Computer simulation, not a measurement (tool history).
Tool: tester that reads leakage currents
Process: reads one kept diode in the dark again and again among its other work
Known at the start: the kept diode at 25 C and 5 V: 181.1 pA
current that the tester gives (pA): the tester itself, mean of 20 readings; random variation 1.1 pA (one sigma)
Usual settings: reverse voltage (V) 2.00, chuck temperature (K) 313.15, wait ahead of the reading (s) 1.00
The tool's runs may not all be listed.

| run | hour | reverse voltage (V) | chuck temperature (K) | wait ahead of the reading (s) | current that the tester gives (pA) |
|---|---|---|---|---|---|
| 1 | 0.0 | 2.00 | 313.15 | 1.00 | 436.06 |
| 2 | 40.1 | 2.00 | 313.15 | 1.00 | 435.80 |
| 3 | 68.0 | 2.00 | 313.15 | 1.00 | 434.59 |
| 4 | 98.6 | 2.00 | 313.15 | 1.00 | 438.10 |
| 5 | 127.5 | 2.00 | 313.15 | 1.00 | 436.51 |
| 6 | 163.7 | 2.00 | 313.15 | 1.00 | 436.29 |
| 7 | 198.2 | 2.00 | 313.15 | 1.00 | 439.05 |
| 8 | 238.4 | 5.75 | 313.15 | 1.00 | 782.87 |
| 9 | 283.1 | 4.84 | 313.15 | 1.00 | 715.13 |
| 10 | 337.7 | 4.84 | 313.15 | 6.65 | 715.04 |
| 11 | 375.6 | 4.84 | 313.15 | 0.38 | 717.48 |
| 12 | 424.5 | 4.84 | 318.15 | 0.72 | 1054.75 |
| 13 | 472.2 | 2.00 | 321.15 | 1.00 | 813.56 |
| 14 | 527.1 | 1.67 | 313.15 | 1.00 | 403.28 |
| 15 | 577.3 | 1.67 | 313.15 | 1.00 | 404.96 |
| 16 | 599.9 | 9.20 | 299.15 | 1.00 | 341.81 |
| 17 | 642.3 | 1.95 | 299.15 | 0.57 | 145.05 |
| 18 | 690.8 | 1.95 | 298.15 | 0.60 | 133.09 |
| 19 | 734.9 | 1.95 | 298.15 | 0.60 | 133.59 |

Forecast each of these 4 alternatives for the next run:
| A | 785.2 | 5.40 | 297.15 | 9.79 | ? |
| B | 785.2 | 3.21 | 296.15 | 1.00 | ? |
| C | 785.2 | 13.87 | 304.15 | 1.00 | ? |
| D | 785.2 | 1.95 | 298.15 | 1.85 | ? |

| run | current that the tester gives (pA) |
|---|---|
| A | 216.27 |
| B | 149.61 |
| C | 647.85 |
| D | 132.61 |
Without the tool's hidden state the same runs would have given:
| run | current that the tester gives (pA) |
|---|---|
| A | 173.98 |
| B | 120.95 |
| C | 528.87 |
| D | 108.39 |
